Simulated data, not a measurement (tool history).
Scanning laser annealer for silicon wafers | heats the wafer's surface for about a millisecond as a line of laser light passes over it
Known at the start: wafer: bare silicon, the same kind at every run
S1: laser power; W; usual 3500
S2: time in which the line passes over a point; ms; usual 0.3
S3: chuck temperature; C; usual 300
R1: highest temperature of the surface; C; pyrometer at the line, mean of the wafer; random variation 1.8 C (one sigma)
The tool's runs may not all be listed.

Run 1, hour 0: usual settings. Result: R1 1057 C.
Run 2, hour 22.8: usual settings but S2 0.282 ms. Result: R1 1036 C.
Run 3, hour 46.7: usual settings. Result: R1 1056 C.
Run 4, hour 66: usual settings. Result: R1 1058 C.
Run 5, hour 86.2: usual settings. Result: R1 1059 C.
Run 6, hour 104.5: usual settings. Result: R1 1059 C.
Run 7, hour 129: usual settings. Result: R1 1057 C.
Run 8, hour 155.4: usual settings. Result: R1 1056 C.
Run 9, hour 178.5: usual settings. Result: R1 1058 C.
Run 10, hour 199: usual settings. Result: R1 1058 C.
Run 11, hour 220.9: usual settings but S2 0.346 ms, S3 281 C. Result: R1 1086 C.
Run 12, hour 238: usual settings but S2 0.346 ms, S3 281 C. Result: R1 1083 C.
Run 13, hour 250.4: usual settings but S2 0.366 ms, S3 281 C. Result: R1 1111 C.
Run 14, hour 273.1: usual settings but S1 3750 W, S2 0.317 ms, S3 275 C. Result: R1 1125 C.
Run 15, hour 301.5: usual settings but S3 274 C. Result: R1 1042 C.
Run 16, hour 312.5: usual settings but S1 3116 W, S2 0.218 ms, S3 270 C. Result: R1 853 C.
Run 17, hour 334.4: usual settings but S1 3116 W, S2 0.218 ms, S3 270 C. Result: R1 863 C.
Run 18, hour 346.9: usual settings but S2 0.26 ms, S3 293 C. Result: R1 1020 C.
Run 19, hour 367.2: usual settings but S2 0.26 ms, S3 293 C. Result: R1 1015 C.
Run 20, hour 387.7: usual settings but S1 3438 W, S2 0.36 ms, S3 323 C. Result: R1 1151 C.

Taken out of this log: 3 entries between the listed runs. Where each belongs, and how the hidden state differs across it:
Between runs 13 and 14: optics aligned, line set to its width (hour 259.3)
  light that passes the window, % of a clean one's: 99.12 -> 99.08; width of the line over the set one, %: 3.47 -> 0.03
  measured less the result without the state, R1: -21 -> -5 C
Between runs 14 and 15: window over the wafer cleaned (hour 277.3)
  light that passes the window, % of a clean one's: 99.08 -> 98.76; laser's true power over the reading, %: 0.25 -> 0.26; width of the line over the set one, %: 0.03 -> 0.05
  measured less the result without the state, R1: -5 -> -7 C
Between runs 16 and 17: window over the wafer cleaned, once more (hour 324)
  light that passes the window, % of a clean one's: 98.74 -> 99.91; laser's true power over the reading, %: 0.26 -> 0.27; width of the line over the set one, %: 0.06 -> 0.08
  measured less the result without the state, R1: -6 -> +1 C
